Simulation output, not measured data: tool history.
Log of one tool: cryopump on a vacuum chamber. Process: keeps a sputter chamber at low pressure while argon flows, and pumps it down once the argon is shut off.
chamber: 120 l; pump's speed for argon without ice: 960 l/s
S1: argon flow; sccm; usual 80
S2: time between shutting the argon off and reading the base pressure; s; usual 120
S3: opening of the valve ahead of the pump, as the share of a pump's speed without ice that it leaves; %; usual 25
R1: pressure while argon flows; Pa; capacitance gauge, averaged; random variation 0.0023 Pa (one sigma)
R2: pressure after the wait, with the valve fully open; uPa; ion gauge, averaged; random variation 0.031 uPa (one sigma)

{"run": 1, "day": 0.0, "S1": 80, "S2": 120, "S3": 25, "R1": 0.5742, "R2": 2.76}
{"run": 2, "day": 0.962, "S1": 80, "S2": 120, "S3": 25, "R1": 0.5725, "R2": 2.78}
{"run": 3, "day": 1.45, "S1": 80, "S2": 120, "S3": 25, "R1": 0.5744, "R2": 2.8}
{"run": 4, "day": 2.45, "S1": 80, "S2": 120, "S3": 25, "R1": 0.5778, "R2": 2.81}
{"run": 5, "day": 2.929, "S1": 80, "S2": 120, "S3": 53, "R1": 0.276, "R2": 2.75}
{"run": 6, "day": 3.721, "S1": 80, "S2": 120, "S3": 53, "R1": 0.2778, "R2": 2.75}
{"run": 7, "day": 4.188, "S1": 80, "S2": 120, "S3": 53, "R1": 0.2782, "R2": 2.81}
{"run": 8, "day": 4.883, "S1": 80, "S2": 120, "S3": 53, "R1": 0.2807, "R2": 2.87}
{"run": 9, "day": 5.654, "S1": 80, "S2": 120, "S3": 30, "R1": 0.482, "R2": 2.89}
{"run": 10, "day": 6.229, "S1": 80, "S2": 31, "S3": 25, "R1": 0.5755, "R2": 6.41}
{"run": 11, "day": 7.092, "S1": 80, "S2": 31, "S3": 25, "R1": 0.5764, "R2": 6.54}
{"run": 12, "day": 7.6, "S1": 80, "S2": 31, "S3": 25, "R1": 0.5783, "R2": 6.22}
{"run": 13, "day": 8.375, "S1": 80, "S2": 31, "S3": 25, "R1": 0.5827, "R2": 6.31}
{"run": 14, "day": 8.821, "S1": 80, "S2": 31, "S3": 25, "R1": 0.5795, "R2": 6.5}
{"run": 15, "day": 9.817, "S1": 85, "S2": 120, "S3": 25, "R1": 0.6149, "R2": 2.96}
{"run": 16, "day": 10.725, "S1": 85, "S2": 120, "S3": 25, "R1": 0.617, "R2": 2.85}
{"run": 17, "day": 11.233, "S1": 80, "S2": 73, "S3": 25, "R1": 0.5789, "R2": 3.69}
{"run": 18, "day": 12.196, "S1": 99, "S2": 27, "S3": 25, "R1": 0.72, "R2": 7.31}
{"run": 19, "day": 13.175, "S1": 55, "S2": 27, "S3": 25, "R1": 0.4033, "R2": 7.21}
{"run": 20, "day": 13.904, "S1": 65, "S2": 91, "S3": 55, "R1": 0.2256, "R2": 3.31}
{"run": 21, "day": 14.688, "S1": 65, "S2": 175, "S3": 55, "R1": 0.2232, "R2": 2.6}
{"run": 22, "day": 15.679, "S1": 43, "S2": 40, "S3": 32, "R1": 0.248, "R2": 5.46}
{"run": 23, "day": 16.35, "S1": 43, "S2": 40, "S3": 32, "R1": 0.2496, "R2": 5.5}
{"run": 24, "day": 17.362, "S1": 43, "S2": 40, "S3": 32, "R1": 0.2499, "R2": 5.61}
{"run": 25, "day": 18.012, "S1": 91, "S2": 192, "S3": 23, "R1": 0.7182, "R2": 2.63}
{"run": 26, "day": 18.646, "S1": 91, "S2": 192, "S3": 23, "R1": 0.7253, "R2": 2.67}
{"run": 27, "day": 19.467, "S1": 70, "S2": 120, "S3": 30, "R1": 0.4343, "R2": 2.96}
{"run": 28, "day": 19.975, "S1": 70, "S2": 120, "S3": 30, "R1": 0.4344, "R2": 3.09}
{"run": 29, "day": 20.612, "S1": 126, "S2": 67, "S3": 30, "R1": 0.7782, "R2": 4.02}
{"run": 30, "day": 21.45, "S1": 145, "S2": 120, "S3": 47, "R1": 0.5929, "R2": 3.15}
{"run": 31, "day": 22.262, "S1": 109, "S2": 120, "S3": 19, "R1": 1.0439, "R2": 3.09}
{"run": 32, "day": 23.192, "S1": 109, "S2": 120, "S3": 19, "R1": 1.0415, "R2": 3.15}
{"run": 33, "day": 24.038, "S1": 80, "S2": 87, "S3": 33, "R1": 0.4565, "R2": 3.6}
{"run": 34, "day": 24.962, "S1": 80, "S2": 87, "S3": 33, "R1": 0.456, "R2": 3.56}

Forecast each of these 4 alternatives for the next run:
{"run": "A", "day": 25.538, "S1": 80, "S2": 87, "S3": 20, "R1": "?", "R2": "?"}
{"run": "B", "day": 25.538, "S1": 80, "S2": 27, "S3": 33, "R1": "?", "R2": "?"}
{"run": "C", "day": 25.538, "S1": 91, "S2": 81, "S3": 18, "R1": "?", "R2": "?"}
{"run": "D", "day": 25.538, "S1": 97, "S2": 20, "S3": 51, "R1": "?", "R2": "?"}

run=A R1=0.7290 R2=3.64
run=B R1=0.4604 R2=7.38
run=C R1=0.9267 R2=3.82
run=D R1=0.3720 R2=9.30
Without the tool's hidden state the same runs would have given:
run=A R1=0.6984 R2=2.02
run=B R1=0.4294 R2=5.73
run=C R1=0.8916 R2=2.16
run=D R1=0.3346 R2=7.66
